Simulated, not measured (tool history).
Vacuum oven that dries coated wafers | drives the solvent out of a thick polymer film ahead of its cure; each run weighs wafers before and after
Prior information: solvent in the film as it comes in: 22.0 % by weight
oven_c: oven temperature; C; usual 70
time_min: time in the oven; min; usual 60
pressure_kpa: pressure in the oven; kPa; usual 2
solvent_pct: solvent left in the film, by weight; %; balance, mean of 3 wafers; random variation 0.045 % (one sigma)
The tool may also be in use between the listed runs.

run 1 hour=0 | oven_c=70 time_min=60 pressure_kpa=2 | solvent_pct=3.45
run 2 hour=34.5 | oven_c=70 time_min=60 pressure_kpa=2 | solvent_pct=3.47
run 3 hour=82 | oven_c=70 time_min=60 pressure_kpa=2 | solvent_pct=3.41
run 4 hour=109.1 | oven_c=78 time_min=60 pressure_kpa=2 | solvent_pct=2.14
run 5 hour=139.5 | oven_c=78 time_min=60 pressure_kpa=2 | solvent_pct=2.14
run 6 hour=165.3 | oven_c=70 time_min=60 pressure_kpa=2 | solvent_pct=3.43
run 7 hour=203.4 | oven_c=72 time_min=60 pressure_kpa=2 | solvent_pct=3.03
run 8 hour=228.1 | oven_c=72 time_min=55 pressure_kpa=2 | solvent_pct=3.22
run 9 hour=274.2 | oven_c=72 time_min=55 pressure_kpa=2 | solvent_pct=3.26
run 10 hour=297.6 | oven_c=70 time_min=60 pressure_kpa=7.34 | solvent_pct=9.98
run 11 hour=339.8 | oven_c=70 time_min=60 pressure_kpa=2 | solvent_pct=3.44
run 12 hour=386.3 | oven_c=70 time_min=60 pressure_kpa=2 | solvent_pct=3.32
run 13 hour=424.6 | oven_c=70 time_min=60 pressure_kpa=2 | solvent_pct=3.35
run 14 hour=474.8 | oven_c=70 time_min=37 pressure_kpa=2 | solvent_pct=5.06
run 15 hour=508.1 | oven_c=70 time_min=60 pressure_kpa=2 | solvent_pct=3.44
run 16 hour=532.5 | oven_c=70 time_min=60 pressure_kpa=2 | solvent_pct=3.28
run 17 hour=582.7 | oven_c=70 time_min=65 pressure_kpa=2 | solvent_pct=3.35
run 18 hour=611 | oven_c=70 time_min=60 pressure_kpa=2 | solvent_pct=3.4
run 19 hour=655.1 | oven_c=55 time_min=60 pressure_kpa=2 | solvent_pct=8
run 20 hour=684.9 | oven_c=70 time_min=40 pressure_kpa=2 | solvent_pct=4.68
run 21 hour=723.2 | oven_c=70 time_min=40 pressure_kpa=2 | solvent_pct=4.55
run 22 hour=769.4 | oven_c=70 time_min=40 pressure_kpa=2 | solvent_pct=4.55
run 23 hour=797.3 | oven_c=70 time_min=40 pressure_kpa=2 | solvent_pct=4.57
run 24 hour=839 | oven_c=70 time_min=40 pressure_kpa=2 | solvent_pct=4.63
-- hour=851.9 oven's thermocouples calibrated
run 25 hour=884.8 | oven_c=60 time_min=78 pressure_kpa=3.95 | solvent_pct=9.18
run 26 hour=927.8 | oven_c=70 time_min=39 pressure_kpa=3.26 | solvent_pct=6.46
run 27 hour=958.7 | oven_c=70 time_min=48 pressure_kpa=4.08 | solvent_pct=6.69
run 28 hour=1003.8 | oven_c=57 time_min=59 pressure_kpa=1.06 | solvent_pct=5.65
run 29 hour=1036 | oven_c=57 time_min=59 pressure_kpa=1.06 | solvent_pct=5.56
run 30 hour=1060.4 | oven_c=57 time_min=59 pressure_kpa=1.06 | solvent_pct=5.55
run 31 hour=1102.8 | oven_c=57 time_min=48 pressure_kpa=4.55 | solvent_pct=13.09
run 32 hour=1132.5 | oven_c=56 time_min=44 pressure_kpa=2.24 | solvent_pct=9.83
run 33 hour=1176.6 | oven_c=77 time_min=60 pressure_kpa=4.76 | solvent_pct=4.97
run 34 hour=1204.9 | oven_c=68 time_min=60 pressure_kpa=1.31 | solvent_pct=3.01
run 35 hour=1226.2 | oven_c=68 time_min=60 pressure_kpa=1.31 | solvent_pct=3.03
run 36 hour=1250 | oven_c=59 time_min=59 pressure_kpa=6.2 | solvent_pct=14.46
run 37 hour=1274 | oven_c=72 time_min=41 pressure_kpa=1.67 | solvent_pct=3.79
run 38 hour=1320.1 | oven_c=74 time_min=35 pressure_kpa=2 | solvent_pct=4.31
run 39 hour=1353.6 | oven_c=72 time_min=60 pressure_kpa=5.69 | solvent_pct=7.28
run 40 hour=1399 | oven_c=80 time_min=60 pressure_kpa=4.44 | solvent_pct=4.03
run 41 hour=1441 | oven_c=81 time_min=42 pressure_kpa=4.37 | solvent_pct=4.3
run 42 hour=1479.1 | oven_c=63 time_min=39 pressure_kpa=2.81 | solvent_pct=8.07
run 43 hour=1516.2 | oven_c=60 time_min=40 pressure_kpa=6.23 | solvent_pct=14.63
run 44 hour=1561.9 | oven_c=57 time_min=45 pressure_kpa=4.32 | solvent_pct=12.81
run 45 hour=1587.6 | oven_c=70 time_min=30 pressure_kpa=2.73 | solvent_pct=6.76
run 46 hour=1609.2 | oven_c=70 time_min=55 pressure_kpa=1.33 | solvent_pct=2.76

Run by run, hidden condition taken away, random variation retained:
Hidden state at play: true wafer temperature over the reading, C; true pressure over the reading, kPa; drift of the gauge itself on solvent_pct, %.
run=1 solvent_pct=3.5
run=2 solvent_pct=3.53
run=3 solvent_pct=3.48
run=4 solvent_pct=2.17
run=5 solvent_pct=2.18
run=6 solvent_pct=3.52
run=7 solvent_pct=3.1
run=8 solvent_pct=3.31
run=9 solvent_pct=3.36
run=10 solvent_pct=10.28
run=11 solvent_pct=3.55
run=12 solvent_pct=3.44
run=13 solvent_pct=3.48
run=14 solvent_pct=5.29
run=15 solvent_pct=3.57
run=16 solvent_pct=3.42
run=17 solvent_pct=3.48
run=18 solvent_pct=3.56
run=19 solvent_pct=8.34
run=20 solvent_pct=4.95
run=21 solvent_pct=4.82
run=22 solvent_pct=4.83
run=23 solvent_pct=4.87
run=24 solvent_pct=4.94
run=25 solvent_pct=9.19
run=26 solvent_pct=6.5
run=27 solvent_pct=6.75
run=28 solvent_pct=5.64
run=29 solvent_pct=5.55
run=30 solvent_pct=5.55
run=31 solvent_pct=13.26
run=32 solvent_pct=9.93
run=33 solvent_pct=5.04
run=34 solvent_pct=3.02
run=35 solvent_pct=3.04
run=36 solvent_pct=14.79
run=37 solvent_pct=3.88
run=38 solvent_pct=4.44
run=39 solvent_pct=7.48
run=40 solvent_pct=4.11
run=41 solvent_pct=4.43
run=42 solvent_pct=8.33
run=43 solvent_pct=15.09
run=44 solvent_pct=13.22
run=45 solvent_pct=7.05
run=46 solvent_pct=2.84

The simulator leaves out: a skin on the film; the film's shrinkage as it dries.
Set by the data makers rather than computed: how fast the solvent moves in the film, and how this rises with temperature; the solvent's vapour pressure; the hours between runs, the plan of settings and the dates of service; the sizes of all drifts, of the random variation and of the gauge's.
